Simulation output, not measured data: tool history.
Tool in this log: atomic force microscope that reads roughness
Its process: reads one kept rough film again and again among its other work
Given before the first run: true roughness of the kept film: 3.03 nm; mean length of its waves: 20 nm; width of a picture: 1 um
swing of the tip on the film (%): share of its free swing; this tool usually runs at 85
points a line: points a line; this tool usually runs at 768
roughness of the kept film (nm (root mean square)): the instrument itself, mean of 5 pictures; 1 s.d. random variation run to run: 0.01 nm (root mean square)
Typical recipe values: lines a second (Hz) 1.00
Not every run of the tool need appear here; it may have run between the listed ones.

run,hour,lines a second (Hz),swing of the tip on the film (%),points a line,roughness of the kept film (nm (root mean square))
1,0.0,1.00,85,768,2.351
2,42.1,1.00,85,768,1.879
# hour 82.0: new tip fitted
3,82.1,1.00,85,768,2.335
4,148.6,1.00,85,768,1.666
# hour 163.9: new tip fitted
5,220.0,1.00,85,768,1.699
# hour 243.7: new tip fitted
6,258.3,1.00,85,768,2.165
# hour 306.0: height scale calibrated on a step standard
# hour 326.8: new tip fitted
7,340.6,1.06,85,768,2.155
8,390.5,1.06,87,768,1.682
# hour 413.6: new tip fitted
9,429.3,1.06,87,768,2.173
10,467.9,3.95,85,768,1.584
# hour 496.7: new tip fitted
11,526.1,3.95,85,768,1.788
# hour 580.3: new tip fitted
12,580.3,1.00,85,768,2.367
13,637.1,3.15,71,725,1.711
# hour 664.0: new tip fitted
14,693.6,3.15,71,725,1.918
15,729.5,3.15,71,725,1.634
# hour 745.8: new tip fitted
16,778.7,3.15,71,725,1.910
# hour 829.2: new tip fitted
17,830.8,1.00,70,768,2.355
18,891.8,1.00,70,768,1.747
# hour 909.4: new tip fitted
19,963.9,0.68,63,294,1.772
# hour 989.4: new tip fitted
20,1019.6,1.00,85,390,1.943
# hour 1069.3: new tip fitted
21,1079.3,1.93,73,283,2.144
# hour 1152.2: new tip fitted
22,1160.7,2.76,86,790,2.076
23,1206.9,1.26,85,768,1.738
# hour 1231.8: new tip fitted
24,1248.9,0.91,85,946,2.124

Each row is a separate what-if for the run after 24, all from the same tool condition, not one after another. Results?
A,1303.2,2.64,85,768,?
B,1303.2,1.19,56,459,?
C,1303.2,1.95,85,713,?

run,roughness of the kept film (nm (root mean square))
A,1.496
B,1.657
C,1.551
With the hidden condition removed and each run's random variation left untouched, the same runs would have given:
run,roughness of the kept film (nm (root mean square))
A,2.223
B,2.465
C,2.305
